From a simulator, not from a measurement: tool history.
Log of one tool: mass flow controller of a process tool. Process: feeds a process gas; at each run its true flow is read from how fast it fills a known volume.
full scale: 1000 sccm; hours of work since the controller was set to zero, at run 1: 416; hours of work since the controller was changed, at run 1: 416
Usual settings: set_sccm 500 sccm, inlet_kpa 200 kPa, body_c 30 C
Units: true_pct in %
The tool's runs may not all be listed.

run,day,set_sccm,inlet_kpa,body_c,hours of work since the controller was set to zero,hours of work since the controller was changed,true_pct
1,0.000,500,200,30,416,416,99.95
2,11.717,500,200,23,572,572,100.14
3,26.183,206,200,30,764,764,99.17
4,44.421,206,200,30,1006,1006,98.96
5,61.271,500,200,30,1230,1230,99.77
6,70.583,500,200,30,1354,1354,99.72
7,86.804,500,200,30,1569,1569,99.71
8,105.671,500,200,30,1820,1820,99.69
9,119.754,500,230,30,2007,2007,99.81
# day 121.412: controller's zero set anew
10,130.079,177,243,30,115,2144,96.19
11,148.567,172,229,39,361,2389,95.46
12,163.704,500,206,30,562,2590,98.92
# day 181.704: controller's zero set anew, once more
13,181.704,169,167,28,0,2829,100.50
14,195.942,169,167,28,189,3018,100.47
15,214.362,169,167,28,434,3263,100.17
16,225.479,169,167,28,581,3411,99.97

3 ways to go on from here, each from the tool as it stands after run 16. What would each give?
A,240.417,302,214,25,780,3609,?
B,240.417,500,200,27,780,3609,?
C,240.417,102,167,28,780,3609,?

run,true_pct
A,100.62
B,100.92
C,98.94
Without the tool's hidden state the same runs would have given:
run,true_pct
A,99.83
B,99.88
C,99.34
